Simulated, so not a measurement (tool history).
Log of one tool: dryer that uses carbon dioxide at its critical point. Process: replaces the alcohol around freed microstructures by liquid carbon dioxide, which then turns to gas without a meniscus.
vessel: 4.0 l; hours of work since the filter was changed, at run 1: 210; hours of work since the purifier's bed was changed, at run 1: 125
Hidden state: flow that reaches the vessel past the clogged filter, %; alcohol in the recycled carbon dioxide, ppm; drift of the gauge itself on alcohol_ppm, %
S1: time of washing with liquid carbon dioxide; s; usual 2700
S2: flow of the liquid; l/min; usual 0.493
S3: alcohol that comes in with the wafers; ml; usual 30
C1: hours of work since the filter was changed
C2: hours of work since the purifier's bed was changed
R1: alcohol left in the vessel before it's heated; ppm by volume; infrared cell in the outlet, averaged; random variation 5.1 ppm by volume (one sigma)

run	day	S1	S2	S3	C1	C2	R1
1	0	2700	0.493	30	210	125	100
2	0.225	2700	0.493	30	212	127	97
3	0.475	2700	0.353	30	215	130	283
4	0.704	2700	0.353	30	217	132	291
5	1.075	2700	0.353	30	221	136	291
6	1.308	2880	0.493	30	224	139	82
7	1.55	2880	0.493	30	227	141	72
8	1.879	4260	0.493	30	230	145	35
9	2.075	2700	0.493	30	232	147	98
10	2.467	2700	0.647	30	237	151	55
11	2.712	2700	0.647	30	239	154	59
12	3.017	2700	0.647	30	242	157	58
13	3.229	3780	0.493	30	245	159	47
14	3.483	3780	0.493	41	247	162	51
15	3.646	2700	0.534	30	249	164	93
16	3.879	2700	0.534	30	252	166	85
17	4.067	2700	0.534	30	254	169	78
18	4.312	2700	0.534	30	256	171	86
19	4.483	2700	0.493	30	258	173	113
20	4.821	2700	0.493	30	262	177	123
21	5.196	2700	0.493	21	266	181	95
22	5.475	2700	0.493	21	269	184	98
23	5.854	2700	0.493	21	273	188	92
24	6.208	2220	0.493	30	277	192	206
25	6.538	2220	0.493	30	280	195	212
26	6.892	2220	0.493	30	284	199	213
27	7.212	1620	0.493	102	288	202	1642
28	7.542	3000	0.648	86	291	206	70
29	7.892	3000	0.648	86	295	210	80
30	8.238	3000	0.399	36	299	214	184
31	8.517	1980	0.421	85	302	217	1251
32	8.8	1980	0.421	85	305	220	1232
33	9.008	3660	0.77	49	307	222	57
34	9.367	3960	0.439	52	311	226	81
35	9.604	1980	0.439	54	314	228	725
36	9.904	1980	0.341	20	317	231	528
37	10.079	2400	0.341	20	319	233	342
38	10.371	2400	0.341	20	322	237	337
39	10.621	2640	0.404	27	324	239	230
40	10.967	1860	0.404	43	328	243	881
41	11.312	1860	0.404	27	332	247	569
42	11.633	1860	0.404	27	335	250	557
43	11.842	2100	0.349	20	338	252	462
44	12.038	3000	0.493	43	340	255	129
45	12.342	3000	0.659	67	343	258	77

Forecast each of these 5 alternatives for the next run:
A	12.6	3000	0.784	27	346	261	?
B	12.6	3900	0.493	30	346	261	?
C	12.6	1980	0.489	30	346	261	?
D	12.6	3000	0.781	67	346	261	?
E	12.6	2700	0.583	30	346	261	?

run	R1
A	68
B	72
C	326
D	73
E	88
Without the tool's hidden state the same runs would have given:
run	R1
A	10
B	13
C	208
D	15
E	23
